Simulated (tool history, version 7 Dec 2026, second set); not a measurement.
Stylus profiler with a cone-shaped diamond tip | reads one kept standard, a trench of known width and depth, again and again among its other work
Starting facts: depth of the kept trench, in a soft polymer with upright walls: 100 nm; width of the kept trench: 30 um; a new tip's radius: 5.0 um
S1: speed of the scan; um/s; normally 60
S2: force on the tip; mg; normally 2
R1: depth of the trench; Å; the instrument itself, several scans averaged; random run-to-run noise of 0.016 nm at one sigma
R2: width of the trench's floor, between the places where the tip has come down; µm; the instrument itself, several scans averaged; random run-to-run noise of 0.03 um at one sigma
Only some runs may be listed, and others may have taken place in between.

run    hour   S1    S2      R1     R2
  1       0   60     2  1009.8  26.48
  2    58.6   60     2  1009.7  26.41
  3   108.6   60     2  1009.8   26.4
  4   155.5   60     2  1010.2   26.3
  5   218.9   60     2    1010  26.29
  6   257.5   60     2  1009.8  26.25
  7   304.6   60     2  1009.9  26.24
  8   336.2   60     2    1010  26.16
  9   385.6  217     2  1010.1   25.2
 10     460  217     2  1009.9  25.18
 11   522.6  217     2  1010.2  25.16
 12   566.5  217     2  1010.1  25.04
 13   637.3   60     2  1010.6  25.99
 14   685.2   60     2  1010.9  25.91
      727.4  -- new tip fitted, height scale calibrated
 15     735   60     2  1008.9  27.58
 16   812.2   60     2  1009.2  27.52
 17     874   60     2    1009  27.47
 18   917.5   60     2  1009.1   27.4
 19   960.4   60     2  1009.3  27.34
 20   991.6   60     2  1009.2  27.34
 21  1041.9   23     2  1009.3  27.45
 22  1108.8   60  4.76  1016.2  27.34
 23  1150.7   60     2  1009.3   27.1
 24  1187.2   44     2  1009.6  27.19
 25  1238.8   90  0.74  1005.4  26.52
 26  1277.5   90  3.75  1014.2  27.01
 27    1342   90  3.75  1013.8  26.95
 28  1376.9  220  1.85  1009.3   25.9
 29  1444.7   66  2.53  1011.2  26.83
 30  1484.4   34  1.12  1007.1  26.89
 31  1515.6   58  5.58  1018.2  26.93
 32  1588.3   38  1.56  1008.3  26.82
 33  1653.6  228  0.98  1007.1  25.07
 34  1705.9  228  0.98  1007.1  25.07
 35  1777.4   63  1.04  1007.3  26.42
 36  1814.4   23  5.42  1018.7  26.77
 37  1872.9   59     2  1010.2  26.43
 38  1936.3   18     2  1010.2  26.65
 39  1999.7   18     2  1010.5  26.66
 40  2046.4  184  4.29  1016.4  25.91
 41  2077.9   83  1.51    1009  26.08
 42  2126.6   83  1.22  1008.3  25.98

What does the tool deliver on the next run?
 43  2181.3  116  2.59   ?   ?

{"run 43": {"R1": 1012.6, "R2": 25.91}}
The same run, on a tool lacking any hidden state, would have yielded R1 1010.4 Å, R2 27.35 µm.
